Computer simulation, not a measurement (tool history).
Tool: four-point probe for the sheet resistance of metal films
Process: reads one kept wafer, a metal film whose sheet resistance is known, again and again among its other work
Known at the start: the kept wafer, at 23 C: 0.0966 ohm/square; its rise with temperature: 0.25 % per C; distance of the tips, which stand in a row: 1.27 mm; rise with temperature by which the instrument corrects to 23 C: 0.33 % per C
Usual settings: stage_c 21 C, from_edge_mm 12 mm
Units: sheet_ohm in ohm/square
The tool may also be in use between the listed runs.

| run | hour | stage_c | from_edge_mm | sheet_ohm |
|---|---|---|---|---|
| 1 | 0 | 21 | 12 | 0.097513 |
| 2 | 73.4 | 21 | 12 | 0.097526 |
| 3 | 153.2 | 30 | 12 | 0.096911 |
| 4 | 220 | 30 | 13 | 0.09674 |
|  | 243 | stage's thermometer calibrated |
| 5 | 271.2 | 30 | 13 | 0.0968 |
| 6 | 326.8 | 30 | 7 | 0.097937 |
| 7 | 445.9 | 26 | 5 | 0.099818 |
| 8 | 525.2 | 35 | 4 | 0.100877 |
| 9 | 580 | 21 | 14 | 0.097346 |
| 10 | 645.7 | 21 | 14 | 0.097375 |
| 11 | 713.5 | 28 | 9 | 0.09744 |
| 12 | 767.6 | 28 | 9 | 0.097428 |

Hidden state or all else? Some run-to-run changes of sheet_ohm, split into what the settings, what came in and random variation would give without the hidden state, and what is left for the hidden state (with any gauge scatter that isn't in both results):
The hidden state here: inner tips' distance over the nominal, %; tips' flats over new ones', %; wafer's true temperature over the reading, C; drift of the gauge itself on sheet_ohm, %.
Run 8 -> 9: stage_c 35 -> 21, from_edge_mm 4 -> 14. sheet_ohm -0.003531 ohm/square: hidden state -0.000008, all else -0.003523.
